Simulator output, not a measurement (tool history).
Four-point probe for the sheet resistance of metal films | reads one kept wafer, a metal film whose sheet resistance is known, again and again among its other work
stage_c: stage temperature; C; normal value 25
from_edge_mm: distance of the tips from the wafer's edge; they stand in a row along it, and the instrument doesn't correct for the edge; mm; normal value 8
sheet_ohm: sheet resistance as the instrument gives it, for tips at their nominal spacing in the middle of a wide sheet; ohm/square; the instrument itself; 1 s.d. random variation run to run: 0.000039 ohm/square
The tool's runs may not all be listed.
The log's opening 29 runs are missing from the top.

run   hour  stage_c  from_edge_mm  sheet_ohm
 30  368.4       35            20   0.194755
 31  378.7       35            20   0.194728
 32  395.2       35            20   0.194719
 33  402.5       34            12   0.195044
 34  413.3       28            17   0.193868
 35  426.6       25             9   0.194395
 36  435.4       26            48   0.193226
 37  451.6       26            48   0.193271
 38  460.7       20            45   0.192466
 39  475.8       21            11   0.193403
 40  483.2       26            27   0.193369
 41  497.2       26            27   0.193409
 42  513.9       26            27   0.193378
 43  527.6       20             3   0.203286
 44  540.1       25            41   0.193093
 45  557.8       19             8   0.193788
 46  568.8       19             8   0.193858

Consider 3 possible next runs. They are alternatives, not a sequence: every one starts from the tool as it was left by run 46. What does each give?
  A  578.2       21             7          ?
  B  578.2       26            19          ?
  C  578.2       18             6          ?

run  sheet_ohm
  A   0.194610
  B   0.193537
  C   0.194915
Take away the tool's hidden state, keep each run's random variation, and the runs would have read:
run  sheet_ohm
  A   0.194596
  B   0.193523
  C   0.194901
